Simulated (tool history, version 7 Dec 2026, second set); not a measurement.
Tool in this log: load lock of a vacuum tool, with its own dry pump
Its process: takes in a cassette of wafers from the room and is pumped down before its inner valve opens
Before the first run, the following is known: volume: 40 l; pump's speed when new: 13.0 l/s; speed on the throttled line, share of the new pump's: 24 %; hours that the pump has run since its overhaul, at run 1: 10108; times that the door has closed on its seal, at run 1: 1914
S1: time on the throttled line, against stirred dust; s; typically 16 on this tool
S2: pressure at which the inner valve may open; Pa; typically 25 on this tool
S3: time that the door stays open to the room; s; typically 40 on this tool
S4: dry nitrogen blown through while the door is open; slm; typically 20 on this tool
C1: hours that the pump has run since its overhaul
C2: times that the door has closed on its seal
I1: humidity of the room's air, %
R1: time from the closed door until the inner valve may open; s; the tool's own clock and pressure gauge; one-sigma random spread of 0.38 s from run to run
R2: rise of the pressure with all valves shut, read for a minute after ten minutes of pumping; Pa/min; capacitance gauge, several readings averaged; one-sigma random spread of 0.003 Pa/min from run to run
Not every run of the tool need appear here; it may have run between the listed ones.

run	hour	S1	S2	S3	S4	C1	C2	I1	R1	R2
1	0	16	25	40	20	10108	1914	43.5	42.2	0.049
2	248.2	16	25	40	20	10356	2379	46	41.2	0.054
3	542.7	16	25	40	20	10651	2932	43.8	40.7	0.054
4	709.3	16	25	40	20	10817	3244	45.2	42.2	0.054
5	926.6	16	25	40	20	11034	3652	43.6	41.8	0.054
6	1181.8	16	32	40	20	11290	4130	46.5	40.7	0.059
7	1429.9	13	25	40	20	11538	4596	42.9	39.8	0.057
8	1780.3	13	41	54	20	11888	5253	48.8	38.6	0.075
9	1942.1	13	41	54	20	12050	5557	45.3	38	0.076
10	2310.3	16	25	189	17	12418	6247	42	41.9	0.133
11	2666.2	16	25	189	17	12774	6915	49.6	42.4	0.158
12	2925.1	16	47	34	31	13033	7401	44.3	40.4	0.054

Predict each of these 4 candidate next runs independently; none follows another, all start after run 12:
A	3167.9	10	47	34	31	13276	7856	44.7	?	?
B	3167.9	19	25	68	7	13276	7856	46.5	?	?
C	3167.9	18	28	40	10	13276	7856	42.1	?	?
D	3167.9	27	18	34	31	13276	7856	42.3	?	?

run	R1	R2
A	35.6	0.061
B	44.7	0.11
C	43.2	0.076
D	51.6	0.06
Stripped of hidden state, with their random variation kept, the same runs would have yielded:
run	R1	R2
A	31	0.034
B	40.1	0.082
C	38.6	0.048
D	47.1	0.033

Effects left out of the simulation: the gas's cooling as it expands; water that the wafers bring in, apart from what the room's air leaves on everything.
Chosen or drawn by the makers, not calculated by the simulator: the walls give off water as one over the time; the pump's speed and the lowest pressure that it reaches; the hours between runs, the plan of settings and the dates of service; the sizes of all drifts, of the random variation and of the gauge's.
